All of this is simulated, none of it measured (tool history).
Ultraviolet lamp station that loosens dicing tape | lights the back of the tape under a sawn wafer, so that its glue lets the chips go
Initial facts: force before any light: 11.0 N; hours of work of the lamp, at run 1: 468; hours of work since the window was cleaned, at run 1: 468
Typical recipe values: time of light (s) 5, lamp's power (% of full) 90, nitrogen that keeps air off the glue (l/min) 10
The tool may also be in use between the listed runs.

run	hour	time of light (s)	lamp's power (% of full)	nitrogen that keeps air off the glue (l/min)	hours of work of the lamp	hours of work since the window was cleaned	force that peels the tape off (N)	light that reached the tape (mJ/cm2)
1	0	5	90	10	468	468	0.649	488
2	30.2	5	90	10	492	492	0.671	476
3	70.2	5	90	3	523	523	1.594	476
4	95.8	5	90	13	543	543	0.569	472
5	134.6	5	90	10	573	573	0.719	460
6	166	5	90	10	598	598	0.727	461
7	184.7	5	90	10	613	613	0.734	458
# hour 211.3: window cleaned of glue's vapour
8	215.2	5	90	10	636	3	0.772	441
9	249.3	5	90	10	663	30	0.817	441
10	267.5	5	90	10	677	44	0.815	432
11	299.4	5	90	10	702	69	0.814	428
12	337.3	5	90	10	731	98	0.853	424
13	358.1	5	90	10	748	115	0.853	416
14	376.2	5	90	10	762	129	0.888	414
15	403.2	3	87	6	783	150	3.111	242
# hour 424.1: window cleaned of glue's vapour, once more
16	444.2	9	66	6	815	16	0.497	650
17	465.6	5	66	4	831	32	2.083	355
18	502.5	5	66	4	860	61	2.103	355
19	537.7	5	64	10	888	89	1.343	342
20	581	2	64	4	922	123	5.774	135
21	609	3	63	5	943	145	4.108	196
22	650.4	5	91	10	976	177	0.69	468
23	690.4	4	72	6	1007	208	2.315	297
24	710.3	4	72	6	1023	224	2.395	290
25	736.7	4	72	6	1043	244	2.356	285

Each row is a separate what-if for the run after 25, all from the same tool condition, not one after another. Results?
A	762.6	4	72	9	1064	265	?	?
B	762.6	4	67	8	1064	265	?	?
C	762.6	8	90	10	1064	265	?	?
D	762.6	10	77	10	1064	265	?	?
E	762.6	6	72	6	1064	265	?	?

run	force that peels the tape off (N)	light that reached the tape (mJ/cm2)
A	1.961	278
B	2.337	266
C	0.293	712
D	0.286	761
E	1.22	427
With no hidden state in the tool, these same runs would have given:
run	force that peels the tape off (N)	light that reached the tape (mJ/cm2)
A	1.195	368
B	1.479	349
C	0.222	937
D	0.231	1000
E	0.692	561
